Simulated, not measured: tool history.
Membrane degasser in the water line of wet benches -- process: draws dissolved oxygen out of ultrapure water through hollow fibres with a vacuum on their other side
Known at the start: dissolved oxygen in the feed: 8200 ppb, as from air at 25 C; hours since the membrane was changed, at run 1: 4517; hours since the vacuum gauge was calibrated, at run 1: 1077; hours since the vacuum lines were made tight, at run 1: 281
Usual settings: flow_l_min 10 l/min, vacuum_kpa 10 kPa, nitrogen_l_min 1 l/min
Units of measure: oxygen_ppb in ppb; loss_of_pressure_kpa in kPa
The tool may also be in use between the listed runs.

run    hour  flow_l_min  vacuum_kpa  nitrogen_l_min  hours since the membrane was changed  hours since the vacuum gauge was calibrated  hours since the vacuum lines were made tight  oxygen_ppb  loss_of_pressure_kpa
  1       0          10          10               1                                  4517                                         1077                                           281       180.5                 41.35
  2   124.2          16          10               1                                  4641                                         1201                                           405       291.3                 66.76
  3   227.5          16          10               1                                  4744                                         1304                                           508         292                 67.08
  4   293.5          16          10            2.22                                  4811                                         1370                                           574       166.2                 67.46
  5   394.1          10        15.1               1                                  4911                                         1471                                           675       291.5                 42.23
  6   502.9          10        15.1            0.54                                  5020                                         1580                                           784       491.8                 42.18
  7   577.2          10        15.1            0.54                                  5094                                         1654                                           858       492.1                 42.25
  8   666.9          10          10               1                                  5184                                         1744                                           948       177.5                 41.78
  9   769.9          10          10               1                                  5287                                         1847                                          1051       177.6                 41.96
 10   873.7          10          10               1                                  5391                                         1950                                          1155       180.8                 42.19
 11   987.5           7        20.6            1.78                                  5504                                         2064                                          1268       174.8                 29.77
 12  1051.6           6        17.5            0.45                                  5569                                         2128                                          1332       432.1                 25.39
 13  1140.4           6        17.5            0.45                                  5657                                         2217                                          1421       430.4                 25.71
 14  1240.2           8         9.8            0.81                                  5757                                         2317                                          1521       166.6                  34.3
 15  1295.2          15         9.8            1.09                                  5812                                         2372                                          1576       247.2                 63.73
 16  1360.3          12        21.5               1                                  5877                                         2437                                          1641       511.7                 50.85
 17    1453          12        21.5               1                                  5970                                         2530                                          1734       518.5                 51.04
 18  1527.8          10        10.3            0.72                                  6045                                         2605                                          1809       243.4                 42.57
 19  1651.7          10        10.3            0.72                                  6169                                         2728                                          1933         241                 42.33

Each row is a separate what-if for the run after 19, all from the same tool condition, not one after another. Results?
     1662.9  -- gauge calibrated
  A  1777.1          12         7.3            0.88                                  6294                                         2854                                          2058           ?                     ?
     1662.9  -- gauge calibrated
  B  1777.1          10        10.3            0.72                                  6294                                         2854                                          2058           ?                     ?
     1662.9  -- gauge calibrated
  C  1777.1           8          10            2.63                                  6294                                         2854                                          2058           ?                     ?

run  oxygen_ppb  loss_of_pressure_kpa
  A       156.1                 49.69
  B       244.9                 41.79
  C        63.3                  33.5
The same runs, with their run-to-run variation unchanged, on a tool lacking any hidden condition would have given:
run  oxygen_ppb  loss_of_pressure_kpa
  A       155.9                 49.55
  B       244.7                 41.67
  C        63.2                  33.4
